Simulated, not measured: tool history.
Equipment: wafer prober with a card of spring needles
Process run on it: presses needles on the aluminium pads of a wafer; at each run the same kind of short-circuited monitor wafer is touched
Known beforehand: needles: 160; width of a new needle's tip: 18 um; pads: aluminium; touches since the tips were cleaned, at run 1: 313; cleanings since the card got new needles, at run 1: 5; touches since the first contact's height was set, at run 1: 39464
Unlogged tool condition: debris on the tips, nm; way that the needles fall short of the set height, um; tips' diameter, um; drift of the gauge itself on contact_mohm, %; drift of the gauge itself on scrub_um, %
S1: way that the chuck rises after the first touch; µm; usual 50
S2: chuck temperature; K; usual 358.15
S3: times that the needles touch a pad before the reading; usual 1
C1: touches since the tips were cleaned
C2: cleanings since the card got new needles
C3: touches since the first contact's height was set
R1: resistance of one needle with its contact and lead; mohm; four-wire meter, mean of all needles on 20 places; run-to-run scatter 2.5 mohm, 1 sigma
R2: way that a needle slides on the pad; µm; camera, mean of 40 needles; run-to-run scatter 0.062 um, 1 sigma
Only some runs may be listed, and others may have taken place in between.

Run 1, day 0: usual settings; C1 313; C2 5; C3 39464. Result: R1 278 mohm, R2 13.42 µm.
At day 0.504: tips cleaned on abrasive film.
Run 2, day 0.808: usual settings; C1 4490; C2 6; C3 51299. Result: R1 278 mohm, R2 13.3 µm.
At day 1.004: tips cleaned on abrasive film.
At day 1.567: tips cleaned on abrasive film.
Run 3, day 1.567: usual settings; C1 0; C2 8; C3 62296. Result: R1 278 mohm, R2 13.44 µm.
At day 2.171: tips cleaned on abrasive film.
At day 2.704: tips cleaned on abrasive film.
Run 4, day 3.088: usual settings; C1 5661; C2 10; C3 84514. Result: R1 282 mohm, R2 13.25 µm.
At day 3.204: tips cleaned on abrasive film.
At day 3.688: tips cleaned on abrasive film.
Run 5, day 3.95: usual settings; C1 3847; C2 12; C3 97008. Result: R1 280 mohm, R2 13.38 µm.
At day 4.225: tips cleaned on abrasive film.
At day 4.762: tips cleaned on abrasive film.
At day 5.362: tips cleaned on abrasive film.
Run 6, day 5.417: usual settings but S1 37 µm; C1 794; C2 15; C3 118405. Result: R1 289 mohm, R2 9.97 µm.
At day 5.879: tips cleaned on abrasive film.
At day 6.458: tips cleaned on abrasive film.
Run 7, day 6.621: usual settings but S1 37 µm; C1 2351; C2 17; C3 135939. Result: R1 291 mohm, R2 9.86 µm.
At day 6.988: tips cleaned on abrasive film.
At day 7.542: tips cleaned on abrasive film.
At day 7.554: height of the first contact set anew.
At day 8.121: tips cleaned on abrasive film.
Run 8, day 8.267: usual settings but S1 37 µm; C1 2143; C2 20; C3 10427. Result: R1 290 mohm, R2 9.9 µm.
At day 8.617: tips cleaned on abrasive film.
Run 9, day 9.046: usual settings but S1 37 µm; C1 6309; C2 21; C3 21799. Result: R1 299 mohm, R2 9.84 µm.
At day 9.171: tips cleaned on abrasive film.
At day 9.75: tips cleaned on abrasive film.
Run 10, day 10.1: usual settings but S2 319.15 K; C1 5156; C2 23; C3 37160. Result: R1 269 mohm, R2 13.4 µm.
At day 10.279: tips cleaned on abrasive film.
At day 10.8: tips cleaned on abrasive film.
Run 11, day 11.042: usual settings; C1 3506; C2 25; C3 50853. Result: R1 284 mohm, R2 13.26 µm.
At day 11.312: tips cleaned on abrasive film.
At day 11.879: tips cleaned on abrasive film.
Run 12, day 12.15: usual settings; C1 4013; C2 27; C3 67041. Result: R1 282 mohm, R2 13.26 µm.
At day 12.383: tips cleaned on abrasive film.
At day 12.867: tips cleaned on abrasive film.
At day 13.375: tips cleaned on abrasive film.
Run 13, day 13.454: usual settings; C1 1170; C2 30; C3 86014. Result: R1 280 mohm, R2 13.38 µm.
At day 13.9: tips cleaned on abrasive film.
At day 14.454: tips cleaned on abrasive film.
Run 14, day 14.612: usual settings; C1 2349; C2 32; C3 102907. Result: R1 274 mohm, R2 13.3 µm.
At day 15.033: tips cleaned on abrasive film.
At day 15.529: tips cleaned on abrasive film.
At day 16.079: tips cleaned on abrasive film.
Run 15, day 16.2: usual settings but S2 334.15 K; C1 1774; C2 35; C3 126031. Result: R1 278 mohm, R2 13.29 µm.
At day 16.633: tips cleaned on abrasive film.
Run 16, day 16.95: usual settings but S2 334.15 K; C1 4689; C2 36; C3 136983. Result: R1 278 mohm, R2 13.37 µm.
At day 17.146: tips cleaned on abrasive film.
At day 17.683: tips cleaned on abrasive film.
At day 17.804: height of the first contact set anew.
At day 18.242: tips cleaned on abrasive film.
Run 17, day 18.479: usual settings but S1 67 µm; C1 3516; C2 39; C3 9875. Result: R1 271 mohm, R2 17.8 µm.
At day 18.767: tips cleaned on abrasive film.
At day 19.35: tips cleaned on abrasive film.
Run 18, day 19.583: usual settings but S1 31 µm, S2 328.15 K, S3 3; C1 3446; C2 41; C3 25975. Result: R1 287 mohm, R2 8.19 µm.
At day 19.942: tips cleaned on abrasive film.
At day 20.492: tips cleaned on abrasive film.
At day 21.079: tips cleaned on abrasive film.
Run 19, day 21.112: usual settings but S1 46 µm, S2 319.15 K; C1 463; C2 44; C3 48187. Result: R1 270 mohm, R2 12.21 µm.
At day 21.575: tips cleaned on abrasive film.
At day 22.146: tips cleaned on abrasive film.
At day 22.654: tips cleaned on abrasive film.
Run 20, day 22.738: usual settings but S1 46 µm, S2 319.15 K; C1 1203; C2 47; C3 71881. Result: R1 270 mohm, R2 12.3 µm.
At day 23.175: tips cleaned on abrasive film.
At day 23.712: tips cleaned on abrasive film.
At day 24.246: tips cleaned on abrasive film.
Run 21, day 24.262: usual settings but S1 33 µm, S2 335.15 K; C1 251; C2 50; C3 94100. Result: R1 288 mohm, R2 8.81 µm.
At day 24.742: tips cleaned on abrasive film.
At day 25.283: tips cleaned on abrasive film.
Run 22, day 25.533: usual settings but S1 33 µm, S2 335.15 K; C1 3696; C2 52; C3 112673. Result: R1 287 mohm, R2 8.84 µm.
At day 25.846: tips cleaned on abrasive film.
At day 26.388: tips cleaned on abrasive film.
Run 23, day 26.762: usual settings but S1 64 µm, S2 339.15 K, S3 2; C1 5488; C2 54; C3 130556. Result: R1 268 mohm, R2 17.13 µm.
At day 26.958: tips cleaned on abrasive film.
At day 27.533: tips cleaned on abrasive film.
At day 28.058: tips cleaned on abrasive film.
At day 28.071: height of the first contact set anew.
Run 24, day 28.104: usual settings but S1 64 µm, S2 330.15 K, S3 2; C1 488; C2 57; C3 488. Result: R1 268 mohm, R2 17.05 µm.
At day 28.671: tips cleaned on abrasive film.
At day 29.229: tips cleaned on abrasive film.
Run 25, day 29.362: usual settings but S1 56 µm, S2 330.15 K; C1 1991; C2 59; C3 18853. Result: R1 271 mohm, R2 14.93 µm.
At day 29.725: tips cleaned on abrasive film.
At day 30.238: tips cleaned on abrasive film.
Run 26, day 30.417: usual settings but S1 33 µm, S2 360.15 K; C1 2656; C2 61; C3 34197. Result: R1 294 mohm, R2 8.81 µm.
At day 30.742: tips cleaned on abrasive film.
At day 31.338: tips cleaned on abrasive film.
At day 31.896: tips cleaned on abrasive film.
Run 27, day 31.9: usual settings but S1 46 µm, S2 320.15 K; C1 104; C2 64; C3 55818. Result: R1 274 mohm, R2 12.23 µm.
At day 32.462: tips cleaned on abrasive film.
Run 28, day 32.792: usual settings but S1 59 µm, S2 304.15 K, S3 2; C1 4850; C2 65; C3 68853. Result: R1 261 mohm, R2 15.77 µm.

Branching from run 28: 4 alternative next runs. What would each branch give?
At day 32.992: tips cleaned on abrasive film.
At day 33.55: tips cleaned on abrasive film.
At day 34.142: tips cleaned on abrasive film.
Run A, day 34.521: usual settings but S1 46 µm, S2 335.15 K; C1 5565; C2 68; C3 94025. Result: R1 ?, R2 ?.
At day 32.992: tips cleaned on abrasive film.
At day 33.55: tips cleaned on abrasive film.
At day 34.142: tips cleaned on abrasive film.
Run B, day 34.521: usual settings but S1 59 µm, S2 304.15 K, S3 2; C1 5565; C2 68; C3 94025. Result: R1 ?, R2 ?.
At day 32.992: tips cleaned on abrasive film.
At day 33.55: tips cleaned on abrasive film.
At day 34.142: tips cleaned on abrasive film.
Run C, day 34.521: usual settings but S1 61 µm, S2 300.15 K, S3 2; C1 5565; C2 68; C3 94025. Result: R1 ?, R2 ?.
At day 32.992: tips cleaned on abrasive film.
At day 33.55: tips cleaned on abrasive film.
At day 34.142: tips cleaned on abrasive film.
Run D, day 34.521: usual settings but S1 41 µm, S2 327.15 K; C1 5565; C2 68; C3 94025. Result: R1 ?, R2 ?.

run   R1     R2
  A  275  12.19
  B  262  15.73
  C  259  16.26
  D  283  10.91
Had the tool no hidden state, the same runs would have come out as:
run   R1     R2
  A  274  12.19
  B  261  15.73
  C  259  16.26
  D  282  10.92
